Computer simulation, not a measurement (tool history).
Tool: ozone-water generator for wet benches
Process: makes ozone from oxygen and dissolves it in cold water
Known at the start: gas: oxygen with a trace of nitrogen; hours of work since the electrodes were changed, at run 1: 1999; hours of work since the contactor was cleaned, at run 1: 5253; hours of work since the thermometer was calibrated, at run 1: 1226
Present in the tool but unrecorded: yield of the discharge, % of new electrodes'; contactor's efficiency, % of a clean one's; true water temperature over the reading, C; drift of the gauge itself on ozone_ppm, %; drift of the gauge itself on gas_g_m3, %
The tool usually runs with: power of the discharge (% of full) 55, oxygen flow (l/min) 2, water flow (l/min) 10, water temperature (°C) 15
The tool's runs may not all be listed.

run	hour	power of the discharge (% of full)	oxygen flow (l/min)	water flow (l/min)	water temperature (°C)	hours of work since the electrodes were changed	hours of work since the contactor was cleaned	hours of work since the thermometer was calibrated	dissolved ozone (ppm)	ozone in the gas ahead of the water (g/m3)
1	0	55	2	10	15	1999	5253	1226	12.8	117.6
2	63.2	55	2	10	15	2051	5305	1278	12.9	117.4
3	122	55	2	10	15	2099	5354	1326	12.8	117.6
4	186.4	42	2	10	15	2153	5407	1379	10.2	91.5
5	233	88	2	10	15	2191	5445	1418	19.8	180.5
6	262.7	88	2	10	15	2215	5470	1442	19.8	178.4
7	314.2	88	2	10	15	2258	5512	1485	19.7	179.1
8	364	55	1.24	10	15	2299	5553	1526	11.8	151.1
9	394.3	55	2	15	15	2324	5578	1551	8.7	117.5
10	432.5	55	2	10	18	2355	5609	1582	12.4	118.6
11	496.2	55	2	10	18	2408	5662	1635	12.3	115.9
12	539.5	55	2	10	18	2443	5697	1670	12.6	117.8
13	601.8	54	2	10	15	2495	5749	1722	12.7	115.7
14	645.1	54	2	10	15	2530	5784	1757	12.7	114.2
15	702.1	54	2	10	15	2577	5831	1804	12.5	115.4
16	756.6	54	2	10	15	2622	5876	1849	12.7	113.5

Predict the results of run 17:
17	814.4	55	2	10	15	2670	5924	1897	?	?

{"run 17": {"dissolved ozone (ppm)": 12.9, "ozone in the gas ahead of the water (g/m3)": 117.8}}
Without the tool's hidden state the same run would have given dissolved ozone (ppm) 12.9, ozone in the gas ahead of the water (g/m3) 117.9.
